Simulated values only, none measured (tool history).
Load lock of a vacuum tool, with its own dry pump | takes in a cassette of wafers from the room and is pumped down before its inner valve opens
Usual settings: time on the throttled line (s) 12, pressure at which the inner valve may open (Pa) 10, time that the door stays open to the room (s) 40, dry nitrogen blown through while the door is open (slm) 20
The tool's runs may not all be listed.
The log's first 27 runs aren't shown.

run     hour  time on the throttled line (s)  pressure at which the inner valve may open (Pa)  time that the door stays open to the room (s)  dry nitrogen blown through while the door is open (slm)  hours that the pump has run since its overhaul  times that the door has closed on its seal  incoming humidity of the room's air, %  time from the closed door until the inner valve may open (s)  rise of the pressure with all valves shut (Pa/min)
      8954.9  -- door's seal changed, seat wiped
 28   9032.1                              23                                               13                                             34                                                        4                                           11051                                         300                                    46.5                                                          29.8                                               0.056
 29   9266.3                              21                                               14                                            167                                                       20                                           11285                                        1212                                    39.6                                                          28.3                                               0.067
 30   9633.4                               8                                               10                                             37                                                       20                                           11652                                        2641                                    44.5                                                          18.5                                               0.052
 31  10004.5                              22                                                7                                            121                                                       20                                           12023                                        4086                                    46.2                                                            30                                               0.081
 32    10251                              22                                               11                                            121                                                       14                                           12269                                        5045                                    44.4                                                          29.4                                                0.09
 33  10633.7                              22                                               11                                            121                                                       14                                           12652                                        6535                                    42.6                                                          29.5                                               0.098
 34  10872.2                              16                                               10                                            125                                                        4                                           12891                                        7463                                    45.4                                                            25                                               0.133
 35  11282.3                              16                                                9                                            175                                                        4                                           13301                                        9059                                    45.7                                                          25.2                                               0.157
 36  11523.7                              16                                                9                                            175                                                        4                                           13542                                        9999                                      42                                                          25.1                                               0.154

Forecast each of these 3 alternatives for the next run:
  A  11890.4                               7                                               10                                             40                                                       10                                           13909                                       11426                                    44.3                                                             ?                                                   ?
  B  11890.4                              11                                                9                                             58                                                       36                                           13909                                       11426                                    43.2                                                             ?                                                   ?
  C  11890.4                              10                                               10                                             40                                                       20                                           13909                                       11426                                    41.2                                                             ?                                                   ?

run  time from the closed door until the inner valve may open (s)  rise of the pressure with all valves shut (Pa/min)
  A                                                          17.9                                               0.128
  B                                                          21.2                                               0.118
  C                                                          20.5                                               0.119
Without the tool's hidden state the same runs would have given:
run  time from the closed door until the inner valve may open (s)  rise of the pressure with all valves shut (Pa/min)
  A                                                          16.3                                               0.044
  B                                                          19.7                                               0.036
  C                                                            19                                               0.036
